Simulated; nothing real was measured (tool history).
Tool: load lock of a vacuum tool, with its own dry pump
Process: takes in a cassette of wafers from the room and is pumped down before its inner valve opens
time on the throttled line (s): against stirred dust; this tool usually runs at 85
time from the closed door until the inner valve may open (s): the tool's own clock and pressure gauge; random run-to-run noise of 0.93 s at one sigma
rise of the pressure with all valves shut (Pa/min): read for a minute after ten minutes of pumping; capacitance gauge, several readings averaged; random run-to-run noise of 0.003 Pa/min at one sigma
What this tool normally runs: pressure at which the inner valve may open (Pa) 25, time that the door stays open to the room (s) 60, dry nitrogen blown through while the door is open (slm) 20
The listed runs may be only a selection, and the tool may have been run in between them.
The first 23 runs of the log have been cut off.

| run | hour | time on the throttled line (s) | pressure at which the inner valve may open (Pa) | time that the door stays open to the room (s) | dry nitrogen blown through while the door is open (slm) | hours that the pump has run since its overhaul | times that the door has closed on its seal | incoming humidity of the room's air, % | time from the closed door until the inner valve may open (s) | rise of the pressure with all valves shut (Pa/min) |
|---|---|---|---|---|---|---|---|---|---|---|
| 24 | 2355.7 | 109 | 21 | 37 | 12 | 4481 | 16972 | 46.9 | 166.4 | 0.034 |
| 25 | 2416.0 | 94 | 48 | 220 | 12 | 4541 | 17201 | 45.2 | 146.8 | 0.134 |
| 26 | 2526.4 | 94 | 48 | 220 | 12 | 4652 | 17619 | 45.5 | 147.2 | 0.134 |
| 27 | 2624.2 | 85 | 21 | 60 | 5 | 4749 | 17989 | 43.9 | 147.5 | 0.066 |
| 28 | 2712.7 | 85 | 21 | 60 | 5 | 4838 | 18324 | 43.6 | 147.7 | 0.062 |
| 29 | 2846.4 | 152 | 45 | 151 | 5 | 4972 | 18831 | 45.8 | 191.5 | 0.127 |
| 30 | 2933.6 | 60 | 41 | 60 | 20 | 5059 | 19161 | 47.0 | 123.7 | 0.044 |
| 31 | 3005.4 | 79 | 25 | 60 | 20 | 5131 | 19433 | 42.8 | 143.4 | 0.037 |
| 32 | 3139.0 | 157 | 33 | 60 | 11 | 5264 | 19939 | 44.6 | 197.5 | 0.058 |
| 33 | 3243.5 | 157 | 33 | 60 | 11 | 5369 | 20335 | 46.4 | 196.4 | 0.054 |
| 34 | 3334.5 | 157 | 33 | 60 | 11 | 5460 | 20679 | 50.1 | 194.4 | 0.055 |
| 35 | 3434.0 | 157 | 33 | 60 | 11 | 5559 | 21056 | 44.2 | 198.3 | 0.051 |
| 36 | 3543.2 | 157 | 33 | 60 | 11 | 5668 | 21470 | 39.9 | 197.7 | 0.044 |
| 37 | 3608.3 | 157 | 33 | 53 | 15 | 5733 | 21716 | 45.6 | 198.6 | 0.046 |

Predict each of these 4 candidate next runs independently; none follows another, all start after run 37:
| A | 3691.4 | 157 | 33 | 53 | 44 | 5817 | 22031 | 44.5 | ? | ? |
| B | 3691.4 | 85 | 25 | 64 | 20 | 5817 | 22031 | 46.7 | ? | ? |
| C | 3691.4 | 157 | 34 | 29 | 18 | 5817 | 22031 | 44.1 | ? | ? |
| D | 3691.4 | 85 | 43 | 60 | 30 | 5817 | 22031 | 43.0 | ? | ? |

| run | time from the closed door until the inner valve may open (s) | rise of the pressure with all valves shut (Pa/min) |
|---|---|---|
| A | 196.3 | 0.033 |
| B | 147.9 | 0.042 |
| C | 193.5 | 0.026 |
| D | 141.5 | 0.036 |
Take away the tool's hidden state, keep each run's random variation, and the runs would have read:
| run | time from the closed door until the inner valve may open (s) | rise of the pressure with all valves shut (Pa/min) |
|---|---|---|
| A | 196.3 | 0.032 |
| B | 147.8 | 0.041 |
| C | 193.5 | 0.025 |
| D | 141.5 | 0.035 |

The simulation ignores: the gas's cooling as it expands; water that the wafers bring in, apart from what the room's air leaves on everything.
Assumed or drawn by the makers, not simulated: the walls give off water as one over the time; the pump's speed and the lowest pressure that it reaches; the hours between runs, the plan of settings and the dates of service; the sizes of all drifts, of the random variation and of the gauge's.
